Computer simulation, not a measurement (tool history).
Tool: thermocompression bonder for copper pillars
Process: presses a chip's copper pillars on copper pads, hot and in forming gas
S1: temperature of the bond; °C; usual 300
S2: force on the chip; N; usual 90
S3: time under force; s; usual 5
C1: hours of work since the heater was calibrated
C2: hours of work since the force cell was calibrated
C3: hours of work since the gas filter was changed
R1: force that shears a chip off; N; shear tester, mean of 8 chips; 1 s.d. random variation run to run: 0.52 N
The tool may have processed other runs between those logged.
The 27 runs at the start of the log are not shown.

{"run": 28, "hour": 297.1, "S1": 279, "S2": 84, "S3": 9, "C1": 491, "C2": 200, "C3": 49, "R1": 42.7}
{"hour": 299.9, "done": "heater calibrated with a thermocouple chip"}
{"run": 29, "hour": 308.2, "S1": 315, "S2": 58, "S3": 3, "C1": 5, "C2": 205, "C3": 54, "R1": 36.0}
{"run": 30, "hour": 318.0, "S1": 284, "S2": 64, "S3": 5, "C1": 10, "C2": 210, "C3": 60, "R1": 31.6}
{"run": 31, "hour": 329.1, "S1": 284, "S2": 90, "S3": 5, "C1": 16, "C2": 216, "C3": 66, "R1": 40.5}
{"run": 32, "hour": 337.7, "S1": 324, "S2": 115, "S3": 10, "C1": 21, "C2": 221, "C3": 71, "R1": 84.7}
{"run": 33, "hour": 344.7, "S1": 324, "S2": 115, "S3": 10, "C1": 25, "C2": 225, "C3": 75, "R1": 85.8}
{"run": 34, "hour": 354.4, "S1": 324, "S2": 115, "S3": 10, "C1": 30, "C2": 230, "C3": 80, "R1": 84.1}
{"run": 35, "hour": 362.3, "S1": 308, "S2": 61, "S3": 5, "C1": 35, "C2": 235, "C3": 84, "R1": 41.9}
{"run": 36, "hour": 376.5, "S1": 308, "S2": 61, "S3": 5, "C1": 42, "C2": 243, "C3": 92, "R1": 39.8}
{"run": 37, "hour": 384.6, "S1": 308, "S2": 61, "S3": 5, "C1": 47, "C2": 247, "C3": 97, "R1": 41.1}
{"hour": 395.4, "done": "heater calibrated with a thermocouple chip, once more"}
{"run": 38, "hour": 398.5, "S1": 324, "S2": 127, "S3": 5, "C1": 2, "C2": 254, "C3": 103, "R1": 68.6}
{"run": 39, "hour": 405.6, "S1": 324, "S2": 127, "S3": 5, "C1": 6, "C2": 258, "C3": 107, "R1": 68.2}

Consider 3 possible next runs. They are alternatives, not a sequence: every one starts from the tool as it was left by run 39. What does each give?
{"run": "A", "hour": 417.6, "S1": 300, "S2": 57, "S3": 5, "C1": 12, "C2": 264, "C3": 114, "R1": "?"}
{"run": "B", "hour": 417.6, "S1": 275, "S2": 61, "S3": 5, "C1": 12, "C2": 264, "C3": 114, "R1": "?"}
{"run": "C", "hour": 417.6, "S1": 324, "S2": 72, "S3": 10, "C1": 12, "C2": 264, "C3": 114, "R1": "?"}

run=A R1=27.3
run=B R1=20.0
run=C R1=60.1
The same runs, with their run-to-run variation unchanged, on a tool lacking any hidden condition would have given:
run=A R1=29.7
run=B R1=21.7
run=C R1=65.2
